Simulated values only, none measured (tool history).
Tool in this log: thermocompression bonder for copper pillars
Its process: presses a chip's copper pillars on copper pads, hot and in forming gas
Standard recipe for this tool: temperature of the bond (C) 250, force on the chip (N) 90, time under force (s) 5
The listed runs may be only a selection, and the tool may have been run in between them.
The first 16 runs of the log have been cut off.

run,day,temperature of the bond (C),force on the chip (N),time under force (s),force that shears a chip off (N)
17,8.808,250,90,8,93.2
18,9.521,250,90,8,91.8
19,10.167,247,90,5,75.5
20,10.883,250,90,6,86.7
21,11.212,243,93,14,101.6
22,11.738,249,111,8,105
23,12.125,249,111,8,103.4
24,12.725,249,111,8,104.9
25,13.058,249,111,8,102
26,13.708,225,97,4,51.2
27,14.104,262,120,9,121
28,14.704,248,130,8,110.3
29,15.25,250,90,9,95.8
30,15.767,239,90,3,55.6
31,16.246,239,90,3,55.9
32,16.762,239,90,3,54.7
33,17.279,239,90,3,55.9
34,17.608,250,90,4,72.7
35,18.046,244,90,5,73.1
36,18.579,244,90,5,73.6
37,19,263,57,4,64.3
38,19.596,250,67,8,76.2
39,20.188,275,113,7,124.9

Here are 3 independent what-if runs from the current tool condition. What would each one return?
A,20.517,250,70,7,?
B,20.517,253,107,3,?
C,20.517,223,58,3,?

run,force that shears a chip off (N)
A,75.7
B,79.5
C,27.4
With no hidden state in the tool, these same runs would have given:
run,force that shears a chip off (N)
A,76.2
B,79.9
C,27.6
